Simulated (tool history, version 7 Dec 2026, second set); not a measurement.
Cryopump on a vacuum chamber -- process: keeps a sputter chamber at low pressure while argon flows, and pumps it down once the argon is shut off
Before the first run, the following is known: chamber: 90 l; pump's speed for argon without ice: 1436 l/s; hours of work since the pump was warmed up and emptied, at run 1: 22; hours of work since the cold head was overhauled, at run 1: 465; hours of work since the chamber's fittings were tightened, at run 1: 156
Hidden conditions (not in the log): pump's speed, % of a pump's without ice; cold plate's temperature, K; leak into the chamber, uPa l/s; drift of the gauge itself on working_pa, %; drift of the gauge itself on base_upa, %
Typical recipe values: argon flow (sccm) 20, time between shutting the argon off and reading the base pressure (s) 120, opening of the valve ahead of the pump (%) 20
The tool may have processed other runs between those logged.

run   hour  argon flow (sccm)  time between shutting the argon off and reading the base pressure (s)  opening of the valve ahead of the pump (%)  hours of work since the pump was warmed up and emptied  hours of work since the cold head was overhauled  hours of work since the chamber's fittings were tightened  pressure while argon flows (Pa)  pressure after the wait (uPa)
  1    0.0                 20                                                                    120                                          20                                                      22                                               465                                                        156                           0.1170                           0.85
  2   17.8                 20                                                                    120                                          20                                                      31                                               474                                                        165                           0.1176                           0.86
  3   43.6                 20                                                                    120                                          20                                                      44                                               487                                                        178                           0.1179                           0.86
  4   67.2                 20                                                                    120                                          20                                                      56                                               499                                                        190                           0.1185                           0.87
  5   94.2                 20                                                                    120                                          25                                                      70                                               513                                                        204                           0.0958                           0.88
  6  115.1                 20                                                                    120                                          25                                                      81                                               524                                                        215                           0.0949                           0.88
  7  145.4                 20                                                                    295                                          20                                                      96                                               539                                                        230                           0.1202                           0.57
  8  168.1                 20                                                                    149                                          18                                                     108                                               551                                                        242                           0.1339                           0.80
  9  189.9                 20                                                                    149                                          18                                                     119                                               562                                                        253                           0.1323                           0.82
 10  216.4                 20                                                                    149                                          18                                                     133                                               576                                                        267                           0.1339                           0.82
 11  233.8                 20                                                                    149                                          18                                                     142                                               585                                                        276                           0.1328                           0.85

4 options for the next run, each taken on its own from the tool as it stands now. Forecast them:
  A  249.4                 40                                                                    120                                          20                                                     150                                               593                                                        284                                ?                              ?
  B  249.4                 34                                                                    120                                          23                                                     150                                               593                                                        284                                ?                              ?
  C  249.4                 31                                                                    149                                          16                                                     150                                               593                                                        284                                ?                              ?
  D  249.4                 11                                                                    134                                          20                                                     150                                               593                                                        284                                ?                              ?

run  pressure while argon flows (Pa)  pressure after the wait (uPa)
  A                           0.2411                           0.95
  B                           0.1779                           0.95
  C                           0.2320                           0.85
  D                           0.0662                           0.94
Without the tool's unlogged condition, the same runs would have read:
run  pressure while argon flows (Pa)  pressure after the wait (uPa)
  A                           0.2356                           0.76
  B                           0.1733                           0.76
  C                           0.2277                           0.67
  D                           0.0647                           0.75
